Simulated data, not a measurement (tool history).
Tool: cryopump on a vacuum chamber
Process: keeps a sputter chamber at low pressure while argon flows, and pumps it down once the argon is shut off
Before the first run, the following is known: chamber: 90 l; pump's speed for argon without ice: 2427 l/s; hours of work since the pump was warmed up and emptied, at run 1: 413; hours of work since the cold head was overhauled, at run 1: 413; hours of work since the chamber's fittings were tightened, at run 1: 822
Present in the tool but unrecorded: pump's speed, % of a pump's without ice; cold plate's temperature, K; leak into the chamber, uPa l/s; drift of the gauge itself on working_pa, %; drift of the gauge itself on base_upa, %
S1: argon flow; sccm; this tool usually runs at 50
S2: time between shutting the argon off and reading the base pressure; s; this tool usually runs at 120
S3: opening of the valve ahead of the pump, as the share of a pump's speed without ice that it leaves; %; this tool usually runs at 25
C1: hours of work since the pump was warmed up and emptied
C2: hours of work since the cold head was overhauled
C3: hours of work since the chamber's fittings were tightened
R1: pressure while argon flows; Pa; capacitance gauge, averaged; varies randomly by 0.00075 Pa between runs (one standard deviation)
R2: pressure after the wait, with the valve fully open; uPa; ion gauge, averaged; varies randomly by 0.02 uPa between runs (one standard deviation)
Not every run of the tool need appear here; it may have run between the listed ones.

Run 1, hour 0: usual settings; C1 413; C2 413; C3 822. Result: R1 0.1456 Pa, R2 0.98 uPa.
Run 2, hour 10.4: usual settings; C1 419; C2 419; C3 827. Result: R1 0.1456 Pa, R2 1.01 uPa.
Run 3, hour 23.4: usual settings but S3 40 %; C1 426; C2 426; C3 835. Result: R1 0.0942 Pa, R2 0.96 uPa.
Run 4, hour 35.2: usual settings; C1 433; C2 433; C3 842. Result: R1 0.1466 Pa, R2 0.96 uPa.
Run 5, hour 50.8: usual settings; C1 442; C2 442; C3 850. Result: R1 0.1471 Pa, R2 0.99 uPa.
Run 6, hour 74.2: usual settings; C1 455; C2 455; C3 864. Result: R1 0.1485 Pa, R2 1.02 uPa.
Run 7, hour 84.1: usual settings; C1 461; C2 461; C3 869. Result: R1 0.1476 Pa, R2 1.01 uPa.
Run 8, hour 95.8: usual settings; C1 467; C2 467; C3 876. Result: R1 0.1471 Pa, R2 0.98 uPa.
Run 9, hour 113.1: usual settings; C1 477; C2 477; C3 886. Result: R1 0.1479 Pa, R2 1.08 uPa.
Run 10, hour 129.1: usual settings; C1 486; C2 486; C3 895. Result: R1 0.1466 Pa, R2 1.08 uPa.
Run 11, hour 151.3: usual settings but S1 29 sccm; C1 499; C2 499; C3 907. Result: R1 0.0866 Pa, R2 1.1 uPa.
Run 12, hour 171: usual settings but S1 29 sccm; C1 510; C2 510; C3 918. Result: R1 0.0858 Pa, R2 1.06 uPa.
Run 13, hour 192.1: usual settings but S1 29 sccm, S3 34 %; C1 522; C2 522; C3 930. Result: R1 0.0648 Pa, R2 1.16 uPa.
Run 14, hour 204.4: usual settings but S1 29 sccm, S3 34 %; C1 529; C2 529; C3 937. Result: R1 0.0663 Pa, R2 1.09 uPa.
Run 15, hour 223.9: usual settings but S1 78 sccm; C1 540; C2 540; C3 948. Result: R1 0.232 Pa, R2 1.1 uPa.
Run 16, hour 234.3: usual settings but S1 78 sccm; C1 546; C2 546; C3 954. Result: R1 0.2318 Pa, R2 1.13 uPa.
Run 17, hour 245.7: usual settings but S1 78 sccm; C1 552; C2 552; C3 961. Result: R1 0.2328 Pa, R2 1.13 uPa.
Run 18, hour 257.8: usual settings but S1 78 sccm; C1 559; C2 559; C3 968. Result: R1 0.2335 Pa, R2 1.11 uPa.
Run 19, hour 280.5: usual settings but S1 20 sccm, S2 38 s; C1 572; C2 572; C3 980. Result: R1 0.0599 Pa, R2 1.43 uPa.
Run 20, hour 290.1: usual settings but S1 20 sccm, S2 38 s; C1 577; C2 577; C3 986. Result: R1 0.06 Pa, R2 1.44 uPa.
Run 21, hour 301.6: usual settings but S3 35 %; C1 584; C2 584; C3 992. Result: R1 0.1098 Pa, R2 1.2 uPa.
Run 22, hour 314.1: usual settings but S1 31 sccm, S2 40 s, S3 15 %; C1 591; C2 591; C3 999. Result: R1 0.151 Pa, R2 1.43 uPa.
Run 23, hour 327: usual settings but S1 35 sccm, S2 283 s, S3 30 %; C1 598; C2 598; C3 1007. Result: R1 0.088 Pa, R2 1.15 uPa.
Run 24, hour 336.5: usual settings but S1 60 sccm, S2 178 s, S3 59 %; C1 604; C2 604; C3 1012. Result: R1 0.0839 Pa, R2 1.15 uPa.
Run 25, hour 352.8: usual settings but S1 21 sccm, S2 72 s, S3 41 %; C1 613; C2 613; C3 1021. Result: R1 0.0396 Pa, R2 1.33 uPa.
Run 26, hour 362.4: usual settings but S1 21 sccm, S2 72 s, S3 41 %; C1 618; C2 618; C3 1027. Result: R1 0.0405 Pa, R2 1.32 uPa.
Run 27, hour 379.8: usual settings but S1 21 sccm, S2 72 s, S3 41 %; C1 628; C2 628; C3 1037. Result: R1 0.0406 Pa, R2 1.32 uPa.
Run 28, hour 401.7: usual settings but S1 49 sccm, S2 29 s, S3 26 %; C1 641; C2 641; C3 1049. Result: R1 0.143 Pa, R2 1.58 uPa.
Run 29, hour 421.1: usual settings but S1 61 sccm, S2 52 s, S3 37 %; C1 652; C2 652; C3 1060. Result: R1 0.1293 Pa, R2 1.43 uPa.
Run 30, hour 433.5: usual settings but S1 61 sccm, S2 52 s, S3 37 %; C1 659; C2 659; C3 1067. Result: R1 0.1287 Pa, R2 1.44 uPa.
Run 31, hour 446.1: usual settings but S1 25 sccm, S2 52 s, S3 37 %; C1 666; C2 666; C3 1074. Result: R1 0.0528 Pa, R2 1.4 uPa.
Run 32, hour 464.4: usual settings but S1 26 sccm, S3 18 %; C1 676; C2 676; C3 1085. Result: R1 0.1074 Pa, R2 1.34 uPa.
Run 33, hour 478.9: usual settings but S1 36 sccm, S2 88 s, S3 47 %; C1 684; C2 684; C3 1093. Result: R1 0.0618 Pa, R2 1.41 uPa.
Run 34, hour 497.4: usual settings but S1 36 sccm, S2 148 s, S3 47 %; C1 695; C2 695; C3 1103. Result: R1 0.062 Pa, R2 1.35 uPa.
Run 35, hour 516.1: usual settings but S1 20 sccm, S2 201 s, S3 23 %; C1 705; C2 705; C3 1114. Result: R1 0.0654 Pa, R2 1.33 uPa.

Below are 3 alternative next runs, each starting from the tool's condition after run 35. Predict each:
Run A, hour 528.3: usual settings but S1 25 sccm, S2 154 s, S3 36 %; C1 712; C2 712; C3 1121. Result: R1 ?, R2 ?.
Run B, hour 528.3: usual settings but S1 22 sccm, S2 201 s, S3 29 %; C1 712; C2 712; C3 1121. Result: R1 ?, R2 ?.
Run C, hour 528.3: usual settings but S1 54 sccm, S2 285 s, S3 32 %; C1 712; C2 712; C3 1121. Result: R1 ?, R2 ?.

run      R1    R2
  A  0.0557   1.3
  B  0.0585  1.32
  C   0.132  1.28
What these runs would have given with no unlogged condition in the tool:
run      R1    R2
  A  0.0491  0.18
  B  0.0526  0.19
  C  0.1176  0.16
